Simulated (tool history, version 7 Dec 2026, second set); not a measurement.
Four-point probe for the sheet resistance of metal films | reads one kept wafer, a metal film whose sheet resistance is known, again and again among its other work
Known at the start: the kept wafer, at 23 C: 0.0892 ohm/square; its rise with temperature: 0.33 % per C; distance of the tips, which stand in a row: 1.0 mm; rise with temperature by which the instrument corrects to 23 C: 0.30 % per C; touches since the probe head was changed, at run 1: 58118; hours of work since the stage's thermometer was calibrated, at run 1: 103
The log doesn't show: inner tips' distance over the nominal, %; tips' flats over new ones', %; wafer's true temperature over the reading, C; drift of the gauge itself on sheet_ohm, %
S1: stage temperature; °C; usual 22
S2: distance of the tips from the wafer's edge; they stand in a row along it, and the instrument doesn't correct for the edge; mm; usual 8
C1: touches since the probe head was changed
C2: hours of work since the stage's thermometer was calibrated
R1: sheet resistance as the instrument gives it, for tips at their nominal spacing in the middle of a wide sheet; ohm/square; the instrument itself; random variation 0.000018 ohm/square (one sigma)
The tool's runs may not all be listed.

run 1 hour=0.0 | S1=22 S2=8 | C1=58118 C2=103 | R1=0.088951
run 2 hour=30.9 | S1=22 S2=8 | C1=59709 C2=125 | R1=0.088938
run 3 hour=47.2 | S1=22 S2=8 | C1=60544 C2=136 | R1=0.088935
run 4 hour=83.1 | S1=22 S2=3 | C1=62390 C2=160 | R1=0.093116
run 5 hour=115.9 | S1=22 S2=3 | C1=64079 C2=183 | R1=0.093125
run 6 hour=146.1 | S1=22 S2=8 | C1=65631 C2=204 | R1=0.088886
run 7 hour=182.5 | S1=22 S2=8 | C1=67505 C2=229 | R1=0.088834
run 8 hour=204.9 | S1=22 S2=8 | C1=68659 C2=244 | R1=0.088847
run 9 hour=242.3 | S1=22 S2=8 | C1=70582 C2=270 | R1=0.088825
run 10 hour=259.5 | S1=31 S2=8 | C1=71465 C2=282 | R1=0.089006
run 11 hour=281.7 | S1=31 S2=24 | C1=72611 C2=297 | R1=0.088363
run 12 hour=319.2 | S1=31 S2=24 | C1=74537 C2=323 | R1=0.088362
run 13 hour=356.7 | S1=31 S2=24 | C1=76469 C2=349 | R1=0.088328
-- hour=365.2 new probe head fitted
run 14 hour=375.8 | S1=22 S2=8 | C1=544 C2=361 | R1=0.089956
run 15 hour=395.2 | S1=22 S2=21 | C1=1542 C2=374 | R1=0.089224
run 16 hour=425.9 | S1=22 S2=21 | C1=3124 C2=395 | R1=0.089263
run 17 hour=462.0 | S1=22 S2=8 | C1=4978 C2=420 | R1=0.089853
run 18 hour=482.9 | S1=22 S2=8 | C1=6056 C2=435 | R1=0.089846
run 19 hour=506.3 | S1=22 S2=8 | C1=7260 C2=451 | R1=0.089818
run 20 hour=531.6 | S1=22 S2=8 | C1=8560 C2=468 | R1=0.089804
run 21 hour=551.4 | S1=22 S2=8 | C1=9578 C2=482 | R1=0.089827
run 22 hour=569.2 | S1=21 S2=8 | C1=10494 C2=494 | R1=0.089779
run 23 hour=600.5 | S1=22 S2=8 | C1=12103 C2=515 | R1=0.089776
run 24 hour=635.2 | S1=22 S2=8 | C1=13892 C2=539 | R1=0.089748
run 25 hour=659.0 | S1=22 S2=27 | C1=15114 C2=556 | R1=0.089063
run 26 hour=694.3 | S1=22 S2=27 | C1=16931 C2=580 | R1=0.089081
run 27 hour=726.4 | S1=20 S2=15 | C1=18579 C2=602 | R1=0.089141
run 28 hour=746.7 | S1=20 S2=15 | C1=19625 C2=616 | R1=0.089130
run 29 hour=777.6 | S1=22 S2=54 | C1=21217 C2=637 | R1=0.088934
run 30 hour=802.8 | S1=20 S2=4 | C1=22512 C2=654 | R1=0.091756
run 31 hour=830.0 | S1=20 S2=4 | C1=23909 C2=673 | R1=0.091723
run 32 hour=847.5 | S1=19 S2=4 | C1=24811 C2=685 | R1=0.091709
run 33 hour=877.8 | S1=22 S2=6 | C1=26370 C2=706 | R1=0.090173
run 34 hour=904.2 | S1=33 S2=6 | C1=27725 C2=724 | R1=0.090463
run 35 hour=919.6 | S1=25 S2=21 | C1=28518 C2=735 | R1=0.089019
run 36 hour=952.4 | S1=24 S2=75 | C1=30209 C2=757 | R1=0.088884
run 37 hour=968.0 | S1=30 S2=58 | C1=31007 C2=768 | R1=0.089038
run 38 hour=984.6 | S1=30 S2=58 | C1=31864 C2=779 | R1=0.089062
run 39 hour=1002.6 | S1=30 S2=58 | C1=32790 C2=792 | R1=0.089006
run 40 hour=1020.6 | S1=30 S2=58 | C1=33716 C2=804 | R1=0.088985
run 41 hour=1037.6 | S1=23 S2=49 | C1=34589 C2=816 | R1=0.088799
run 42 hour=1074.8 | S1=24 S2=23 | C1=36505 C2=841 | R1=0.088888
run 43 hour=1091.5 | S1=24 S2=23 | C1=37364 C2=853 | R1=0.088878
run 44 hour=1120.6 | S1=23 S2=23 | C1=38858 C2=873 | R1=0.088831
run 45 hour=1155.8 | S1=25 S2=30 | C1=40669 C2=897 | R1=0.088870
run 46 hour=1185.8 | S1=23 S2=5 | C1=42215 C2=918 | R1=0.090580

How the hidden state differs across the entries between the runs, from the last listed run before each to the first after it:
Between runs 13 and 14: new probe head fitted (hour 365.2)
  inner tips' distance over the nominal, %: -1.194 -> 0.021; tips' flats over new ones', %: 126 -> 1
  measured less the result without the state, R1: -0.001174 -> -0.000002 ohm/square
